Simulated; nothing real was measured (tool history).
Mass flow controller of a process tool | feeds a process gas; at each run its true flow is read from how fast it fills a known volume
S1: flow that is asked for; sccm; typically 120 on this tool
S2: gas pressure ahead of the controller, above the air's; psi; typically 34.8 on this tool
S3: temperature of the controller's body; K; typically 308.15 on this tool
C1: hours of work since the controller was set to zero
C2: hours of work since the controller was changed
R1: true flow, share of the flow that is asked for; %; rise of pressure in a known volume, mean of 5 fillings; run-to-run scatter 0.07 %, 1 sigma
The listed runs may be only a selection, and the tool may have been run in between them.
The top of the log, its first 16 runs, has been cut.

{"run": 17, "hour": 3016.9, "S1": 120, "S2": 34.8, "S3": 304.15, "C1": 4049, "C2": 8350, "R1": 101.9}
{"hour": 3086.6, "done": "controller's zero set anew"}
{"run": 18, "hour": 3212.7, "S1": 120, "S2": 34.8, "S3": 304.15, "C1": 83, "C2": 8479, "R1": 102.1}
{"run": 19, "hour": 3410.5, "S1": 175, "S2": 34.8, "S3": 308.15, "C1": 214, "C2": 8610, "R1": 102.14}
{"hour": 3486.1, "done": "gauge calibrated"}
{"run": 20, "hour": 3529.2, "S1": 175, "S2": 34.8, "S3": 308.15, "C1": 293, "C2": 8689, "R1": 99.47}
{"run": 21, "hour": 3769.4, "S1": 93, "S2": 34.8, "S3": 300.15, "C1": 452, "C2": 8847, "R1": 100.01}
{"run": 22, "hour": 3924.8, "S1": 120, "S2": 21.2, "S3": 305.15, "C1": 554, "C2": 8950, "R1": 99.35}
{"run": 23, "hour": 4070.0, "S1": 148, "S2": 36.7, "S3": 308.15, "C1": 650, "C2": 9046, "R1": 99.89}
{"run": 24, "hour": 4283.4, "S1": 126, "S2": 29.0, "S3": 308.15, "C1": 791, "C2": 9187, "R1": 99.85}
{"run": 25, "hour": 4447.5, "S1": 183, "S2": 24.1, "S3": 304.15, "C1": 900, "C2": 9296, "R1": 100.27}
{"hour": 4504.4, "done": "controller exchanged for a calibrated one"}
{"run": 26, "hour": 4671.2, "S1": 120, "S2": 21.5, "S3": 312.15, "C1": 110, "C2": 110, "R1": 99.55}
{"run": 27, "hour": 4804.2, "S1": 174, "S2": 22.3, "S3": 297.15, "C1": 198, "C2": 198, "R1": 101.0}
{"run": 28, "hour": 4927.2, "S1": 32, "S2": 22.3, "S3": 297.15, "C1": 280, "C2": 280, "R1": 100.79}
{"run": 29, "hour": 5087.0, "S1": 30, "S2": 37.4, "S3": 306.15, "C1": 385, "C2": 385, "R1": 100.48}
{"run": 30, "hour": 5346.9, "S1": 120, "S2": 28.7, "S3": 305.15, "C1": 557, "C2": 557, "R1": 100.78}
{"run": 31, "hour": 5589.4, "S1": 120, "S2": 28.7, "S3": 305.15, "C1": 717, "C2": 717, "R1": 101.06}
{"run": 32, "hour": 5740.4, "S1": 120, "S2": 28.7, "S3": 305.15, "C1": 817, "C2": 817, "R1": 101.21}
{"run": 33, "hour": 5855.4, "S1": 120, "S2": 28.7, "S3": 305.15, "C1": 893, "C2": 893, "R1": 101.33}
{"run": 34, "hour": 5982.9, "S1": 175, "S2": 31.2, "S3": 298.15, "C1": 978, "C2": 978, "R1": 102.07}
{"run": 35, "hour": 6094.0, "S1": 61, "S2": 31.2, "S3": 298.15, "C1": 1051, "C2": 1051, "R1": 101.88}

Consider 3 possible next runs. They are alternatives, not a sequence: every one starts from the tool as it was left by run 35. What does each give?
{"run": "A", "hour": 6248.1, "S1": 61, "S2": 31.2, "S3": 305.15, "C1": 1153, "C2": 1153, "R1": "?"}
{"run": "B", "hour": 6248.1, "S1": 29, "S2": 28.6, "S3": 298.15, "C1": 1153, "C2": 1153, "R1": "?"}
{"run": "C", "hour": 6248.1, "S1": 22, "S2": 40.5, "S3": 297.15, "C1": 1153, "C2": 1153, "R1": "?"}

run=A R1=101.48
run=B R1=101.78
run=C R1=102.35
Had the tool no hidden state, the same runs would have come out as:
run=A R1=99.16
run=B R1=99.46
run=C R1=100.02

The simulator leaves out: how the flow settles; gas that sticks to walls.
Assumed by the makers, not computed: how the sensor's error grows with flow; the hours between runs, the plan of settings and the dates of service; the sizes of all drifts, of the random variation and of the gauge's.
